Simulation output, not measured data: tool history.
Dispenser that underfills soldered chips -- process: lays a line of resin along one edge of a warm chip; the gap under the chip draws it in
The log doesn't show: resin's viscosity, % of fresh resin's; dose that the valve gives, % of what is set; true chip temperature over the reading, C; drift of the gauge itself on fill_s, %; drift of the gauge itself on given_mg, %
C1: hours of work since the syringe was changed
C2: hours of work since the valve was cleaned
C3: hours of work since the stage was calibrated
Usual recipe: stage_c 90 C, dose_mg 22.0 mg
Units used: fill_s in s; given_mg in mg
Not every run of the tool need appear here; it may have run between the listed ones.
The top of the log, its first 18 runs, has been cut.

-- hour=223.6 new syringe of resin
run 19 hour=228.6 | stage_c=82 dose_mg=22.4 | C1=4 C2=35 C3=217 | fill_s=106.8 given_mg=21.71
-- hour=239.3 new syringe of resin
run 20 hour=241.8 | stage_c=102 dose_mg=22.4 | C1=2 C2=45 C3=227 | fill_s=38.0 given_mg=21.98
run 21 hour=252.9 | stage_c=102 dose_mg=22.4 | C1=10 C2=53 C3=235 | fill_s=60.2 given_mg=21.48
-- hour=255.3 new syringe of resin
-- hour=256.3 dispensing valve cleaned and set on the balance
run 22 hour=266.5 | stage_c=96 dose_mg=22.0 | C1=8 C2=8 C3=244 | fill_s=66.4 given_mg=21.77
-- hour=272.2 new syringe of resin
run 23 hour=276.0 | stage_c=79 dose_mg=23.4 | C1=3 C2=14 C3=251 | fill_s=116.4 given_mg=23.12
run 24 hour=285.8 | stage_c=79 dose_mg=20.0 | C1=10 C2=22 C3=259 | fill_s=186.1 given_mg=19.63
-- hour=288.5 new syringe of resin
run 25 hour=293.8 | stage_c=101 dose_mg=19.7 | C1=4 C2=27 C3=264 | fill_s=45.9 given_mg=19.32
-- hour=304.2 new syringe of resin
run 26 hour=304.5 | stage_c=75 dose_mg=19.7 | C1=0 C2=35 C3=272 | fill_s=129.7 given_mg=19.31
run 27 hour=313.0 | stage_c=104 dose_mg=21.4 | C1=7 C2=42 C3=278 | fill_s=44.5 given_mg=20.76
-- hour=320.4 new syringe of resin
run 28 hour=325.8 | stage_c=104 dose_mg=21.4 | C1=4 C2=51 C3=288 | fill_s=40.7 given_mg=20.72
-- hour=331.7 dispensing valve cleaned and set on the balance
-- hour=337.9 new syringe of resin
run 29 hour=338.9 | stage_c=104 dose_mg=21.4 | C1=1 C2=5 C3=297 | fill_s=32.5 given_mg=21.28
-- hour=354.3 new syringe of resin
run 30 hour=354.8 | stage_c=104 dose_mg=21.4 | C1=0 C2=17 C3=308 | fill_s=32.2 given_mg=21.07
-- hour=370.3 new syringe of resin
run 31 hour=371.1 | stage_c=91 dose_mg=22.9 | C1=1 C2=29 C3=320 | fill_s=58.4 given_mg=22.33
run 32 hour=382.5 | stage_c=96 dose_mg=20.6 | C1=9 C2=37 C3=329 | fill_s=74.4 given_mg=20.09
-- hour=386.5 new syringe of resin
run 33 hour=397.2 | stage_c=102 dose_mg=21.7 | C1=8 C2=48 C3=339 | fill_s=52.7 given_mg=21.03
-- hour=402.3 new syringe of resin
-- hour=406.9 dispensing valve cleaned and set on the balance
run 34 hour=407.3 | stage_c=83 dose_mg=22.8 | C1=3 C2=0 C3=346 | fill_s=98.1 given_mg=22.92
-- hour=419.6 new syringe of resin
run 35 hour=423.2 | stage_c=77 dose_mg=28.5 | C1=3 C2=12 C3=358 | fill_s=128.0 given_mg=28.26

Forecast each of these 3 alternatives for the next run:
run A hour=430.5 | stage_c=90 dose_mg=28.5 | C1=8 C2=17 C3=363 | fill_s=? given_mg=?
run B hour=430.5 | stage_c=99 dose_mg=28.1 | C1=8 C2=17 C3=363 | fill_s=? given_mg=?
run C hour=430.5 | stage_c=100 dose_mg=22.0 | C1=8 C2=17 C3=363 | fill_s=? given_mg=?

run=A fill_s=92.1 given_mg=28.33
run=B fill_s=58.4 given_mg=27.89
run=C fill_s=58.1 given_mg=21.77
Take away the tool's hidden state, keep each run's random variation, and the runs would have read:
run=A fill_s=56.8 given_mg=28.59
run=B fill_s=36.0 given_mg=28.15
run=C fill_s=35.8 given_mg=21.97
